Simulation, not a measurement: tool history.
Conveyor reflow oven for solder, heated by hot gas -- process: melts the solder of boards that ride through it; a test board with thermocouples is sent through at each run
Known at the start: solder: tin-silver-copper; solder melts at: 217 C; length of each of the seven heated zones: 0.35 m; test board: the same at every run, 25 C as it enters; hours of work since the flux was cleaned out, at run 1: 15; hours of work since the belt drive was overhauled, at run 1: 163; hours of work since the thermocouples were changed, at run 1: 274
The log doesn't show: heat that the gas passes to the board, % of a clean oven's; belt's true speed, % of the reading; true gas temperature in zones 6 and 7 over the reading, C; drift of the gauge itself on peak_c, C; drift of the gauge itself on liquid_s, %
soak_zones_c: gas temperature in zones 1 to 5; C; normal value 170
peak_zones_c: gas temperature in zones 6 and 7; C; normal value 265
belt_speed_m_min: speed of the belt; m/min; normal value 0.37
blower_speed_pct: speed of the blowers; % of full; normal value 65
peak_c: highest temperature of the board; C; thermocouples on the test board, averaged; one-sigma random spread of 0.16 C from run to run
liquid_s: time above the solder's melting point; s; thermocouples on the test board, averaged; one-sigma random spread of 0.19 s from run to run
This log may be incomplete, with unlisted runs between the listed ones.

| run | day | soak_zones_c | peak_zones_c | belt_speed_m_min | blower_speed_pct | hours of work since the flux was cleaned out | hours of work since the belt drive was overhauled | hours of work since the thermocouples were changed | peak_c | liquid_s |
|---|---|---|---|---|---|---|---|---|---|---|
| 1 | 0 | 170 | 265 | 0.37 | 65 | 15 | 163 | 274 | 250.1 | 82.2 |
| 2 | 0.85 | 170 | 265 | 0.37 | 65 | 27 | 176 | 287 | 250.4 | 82.2 |
| 3 | 1.788 | 170 | 265 | 0.37 | 65 | 42 | 190 | 301 | 250.1 | 82.1 |
| 4 | 2.662 | 170 | 265 | 0.37 | 65 | 55 | 203 | 314 | 250.2 | 81.8 |
| 5 | 3.367 | 170 | 265 | 0.37 | 65 | 65 | 214 | 324 | 250.1 | 82.4 |
| 6 | 4.683 | 170 | 265 | 0.37 | 65 | 85 | 234 | 344 | 249.8 | 82.1 |
| 7 | 5.704 | 170 | 265 | 0.37 | 65 | 101 | 249 | 360 | 250 | 81.8 |
| 8 | 6.542 | 170 | 265 | 0.37 | 65 | 113 | 262 | 372 | 250 | 81.8 |
| 9 | 7.929 | 185 | 265 | 0.37 | 65 | 134 | 283 | 393 | 252.1 | 92.8 |
| 10 | 8.871 | 185 | 265 | 0.37 | 65 | 148 | 297 | 407 | 252.2 | 92.3 |
| 11 | 10.1 | 170 | 265 | 0.303 | 65 | 167 | 315 | 426 | 254.5 | 108.9 |
|  | 10.592 | flux residue cleaned out of gas plates and filters |
| 12 | 11.621 | 170 | 265 | 0.303 | 65 | 15 | 335 | 445 | 254.8 | 109.7 |
| 13 | 12.271 | 170 | 265 | 0.303 | 65 | 25 | 345 | 455 | 254.9 | 110 |
| 14 | 13.367 | 170 | 265 | 0.303 | 65 | 42 | 361 | 472 | 254.7 | 109.4 |
| 15 | 14.729 | 170 | 265 | 0.37 | 65 | 62 | 382 | 492 | 249.9 | 82.1 |
| 16 | 15.417 | 170 | 265 | 0.37 | 65 | 73 | 392 | 503 | 249.7 | 81.9 |
| 17 | 16.4 | 170 | 260 | 0.336 | 65 | 87 | 407 | 517 | 247.8 | 89.4 |
| 18 | 16.996 | 178 | 275 | 0.325 | 82 | 96 | 416 | 526 | 265.8 | 115.3 |
| 19 | 17.783 | 178 | 275 | 0.332 | 61 | 108 | 428 | 538 | 261.7 | 109 |
| 20 | 18.646 | 178 | 275 | 0.359 | 67 | 121 | 441 | 551 | 260.9 | 100 |
| 21 | 19.558 | 178 | 275 | 0.359 | 67 | 135 | 454 | 565 | 261.3 | 100.1 |
| 22 | 20.762 | 178 | 269 | 0.359 | 67 | 153 | 472 | 583 | 255.5 | 95.2 |
| 23 | 21.517 | 173 | 265 | 0.302 | 65 | 164 | 484 | 594 | 255 | 111.8 |
|  | 22.121 | flux residue cleaned out of gas plates and filters |
| 24 | 22.296 | 173 | 265 | 0.302 | 65 | 3 | 492 | 603 | 255.4 | 112.5 |
| 25 | 23.292 | 179 | 265 | 0.37 | 53 | 18 | 507 | 618 | 248.5 | 84.3 |
| 26 | 23.917 | 170 | 262 | 0.37 | 65 | 27 | 517 | 627 | 247.2 | 79.3 |
| 27 | 25.296 | 167 | 262 | 0.37 | 59 | 48 | 537 | 648 | 245.2 | 74.5 |
| 28 | 26.579 | 167 | 262 | 0.37 | 59 | 67 | 557 | 667 | 245.3 | 74.4 |
| 29 | 27.233 | 180 | 265 | 0.37 | 55 | 77 | 567 | 677 | 248.9 | 85.9 |
| 30 | 28.383 | 180 | 265 | 0.37 | 55 | 94 | 584 | 695 | 248.3 | 85.6 |
|  | 28.654 | thermocouples of zones 6 and 7 changed |
| 31 | 29.788 | 180 | 265 | 0.37 | 55 | 114 | 604 | 17 | 250.5 | 87.3 |

Hidden state at the last listed run before each entry between runs and at the first one after, where it differs:
From run 11 to run 12: flux residue cleaned out of gas plates and filters (day 10.592)
  heat that the gas passes to the board, % of a clean oven's: 95.4 -> 98.9; belt's true speed, % of the reading: 99.54 -> 99.51; true gas temperature in zones 6 and 7 over the reading, C: -1.63 -> -1.68
  what was measured, less what the result would be without the hidden state, peak_c: -2.1 -> -1.7 C; liquid_s: -2 -> -1.2 s
From run 23 to run 24: flux residue cleaned out of gas plates and filters (day 22.121)
  heat that the gas passes to the board, % of a clean oven's: 95.6 -> 99.6; belt's true speed, % of the reading: 99.31 -> 99.29; true gas temperature in zones 6 and 7 over the reading, C: -1.98 -> -1.99
  what was measured, less what the result would be without the hidden state, peak_c: -2.3 -> -1.7 C; liquid_s: -1.9 -> -0.9 s
From run 30 to run 31: thermocouples of zones 6 and 7 changed (day 28.654)
  heat that the gas passes to the board, % of a clean oven's: 97.6 -> 97.1; belt's true speed, % of the reading: 99.16 -> 99.13; true gas temperature in zones 6 and 7 over the reading, C: -2.18 -> -0.31
  what was measured, less what the result would be without the hidden state, peak_c: -2.1 -> -0.5 C; liquid_s: -1.6 -> +0.1 s
